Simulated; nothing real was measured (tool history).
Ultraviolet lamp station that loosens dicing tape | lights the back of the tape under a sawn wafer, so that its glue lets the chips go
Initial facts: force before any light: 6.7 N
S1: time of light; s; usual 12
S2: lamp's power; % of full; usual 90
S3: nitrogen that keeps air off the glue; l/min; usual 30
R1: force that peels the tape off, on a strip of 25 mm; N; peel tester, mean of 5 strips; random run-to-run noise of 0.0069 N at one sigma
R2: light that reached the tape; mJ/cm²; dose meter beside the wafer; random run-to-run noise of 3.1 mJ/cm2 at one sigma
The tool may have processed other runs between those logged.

{"run": 1, "hour": 0.0, "S1": 12, "S2": 90, "S3": 30, "R1": 0.512, "R2": 356}
{"run": 2, "hour": 49.2, "S1": 12, "S2": 90, "S3": 30, "R1": 0.532, "R2": 344}
{"run": 3, "hour": 97.2, "S1": 12, "S2": 88, "S3": 30, "R1": 0.594, "R2": 328}
{"run": 4, "hour": 141.0, "S1": 12, "S2": 88, "S3": 30, "R1": 0.621, "R2": 321}
{"run": 5, "hour": 169.2, "S1": 12, "S2": 88, "S3": 30, "R1": 0.644, "R2": 315}
{"run": 6, "hour": 199.3, "S1": 12, "S2": 88, "S3": 30, "R1": 0.66, "R2": 314}
{"run": 7, "hour": 229.2, "S1": 12, "S2": 88, "S3": 30, "R1": 0.675, "R2": 306}
{"hour": 256.9, "done": "window cleaned of glue's vapour"}
{"run": 8, "hour": 264.9, "S1": 12, "S2": 75, "S3": 30, "R1": 0.664, "R2": 315}
{"run": 9, "hour": 289.0, "S1": 12, "S2": 75, "S3": 30, "R1": 0.671, "R2": 311}
{"run": 10, "hour": 324.8, "S1": 17, "S2": 75, "S3": 30, "R1": 0.32, "R2": 437}
{"run": 11, "hour": 369.0, "S1": 12, "S2": 90, "S3": 30, "R1": 0.492, "R2": 360}
{"run": 12, "hour": 416.4, "S1": 12, "S2": 90, "S3": 30, "R1": 0.506, "R2": 348}
{"run": 13, "hour": 444.9, "S1": 12, "S2": 90, "S3": 30, "R1": 0.523, "R2": 354}
{"run": 14, "hour": 472.2, "S1": 12, "S2": 90, "S3": 30, "R1": 0.549, "R2": 343}
{"run": 15, "hour": 497.1, "S1": 12, "S2": 90, "S3": 30, "R1": 0.546, "R2": 345}
{"run": 16, "hour": 535.8, "S1": 12, "S2": 90, "S3": 21, "R1": 0.756, "R2": 334}
{"run": 17, "hour": 579.9, "S1": 12, "S2": 90, "S3": 30, "R1": 0.613, "R2": 330}
{"run": 18, "hour": 618.3, "S1": 12, "S2": 90, "S3": 30, "R1": 0.629, "R2": 326}
{"run": 19, "hour": 664.2, "S1": 12, "S2": 90, "S3": 36, "R1": 0.564, "R2": 317}
{"run": 20, "hour": 686.5, "S1": 16, "S2": 73, "S3": 60, "R1": 0.331, "R2": 339}
{"run": 21, "hour": 734.4, "S1": 16, "S2": 73, "S3": 60, "R1": 0.346, "R2": 332}
{"run": 22, "hour": 771.2, "S1": 16, "S2": 91, "S3": 60, "R1": 0.195, "R2": 408}
{"run": 23, "hour": 793.9, "S1": 16, "S2": 91, "S3": 60, "R1": 0.215, "R2": 406}
{"run": 24, "hour": 819.8, "S1": 16, "S2": 91, "S3": 60, "R1": 0.212, "R2": 399}
{"run": 25, "hour": 872.5, "S1": 16, "S2": 91, "S3": 60, "R1": 0.238, "R2": 384}
{"run": 26, "hour": 913.4, "S1": 11, "S2": 74, "S3": 12, "R1": 2.198, "R2": 211}
{"hour": 925.3, "done": "window cleaned of glue's vapour"}
{"run": 27, "hour": 943.7, "S1": 11, "S2": 74, "S3": 12, "R1": 1.798, "R2": 254}
{"hour": 989.6, "done": "lamp changed"}
{"run": 28, "hour": 993.2, "S1": 20, "S2": 73, "S3": 33, "R1": 0.109, "R2": 632}
{"run": 29, "hour": 1040.1, "S1": 19, "S2": 90, "S3": 57, "R1": 0.084, "R2": 737}
{"run": 30, "hour": 1086.8, "S1": 6, "S2": 90, "S3": 40, "R1": 1.032, "R2": 225}
{"run": 31, "hour": 1126.6, "S1": 13, "S2": 84, "S3": 58, "R1": 0.162, "R2": 454}
{"run": 32, "hour": 1167.2, "S1": 12, "S2": 97, "S3": 16, "R1": 0.472, "R2": 469}
{"run": 33, "hour": 1198.7, "S1": 24, "S2": 86, "S3": 29, "R1": 0.084, "R2": 815}
{"run": 34, "hour": 1227.7, "S1": 24, "S2": 86, "S3": 29, "R1": 0.09, "R2": 818}
{"run": 35, "hour": 1255.2, "S1": 24, "S2": 86, "S3": 29, "R1": 0.081, "R2": 807}

Some steps in R1 between neighbouring runs. How much of each would the tool show without its hidden state too (settings, what came in, random variation), and how much is left for the hidden state, with any gauge scatter that isn't in both results?
The tool's hidden condition here consists of: lamp's light, % of a new lamp's; light that the window lets through, % of a clean one's; drift of the gauge itself on peel_n, %; drift of the gauge itself on dose_mj_cm2, %.
Run 25 -> 26: S1 16 -> 11, S2 91 -> 74, S3 60 -> 12. R1 +1.96 N: hidden state +1.043, all else +0.917.
Run 26 -> 27: window cleaned of glue's vapour. R1 -0.4 N: hidden state -0.428, all else +0.028.
Run 27 -> 28: S1 11 -> 20, S2 74 -> 73, S3 12 -> 33, lamp changed. R1 -1.689 N: hidden state -0.751, all else -0.938.
Run 29 -> 30: S1 19 -> 6, S3 57 -> 40. R1 +0.948 N: hidden state +0.114, all else +0.834.
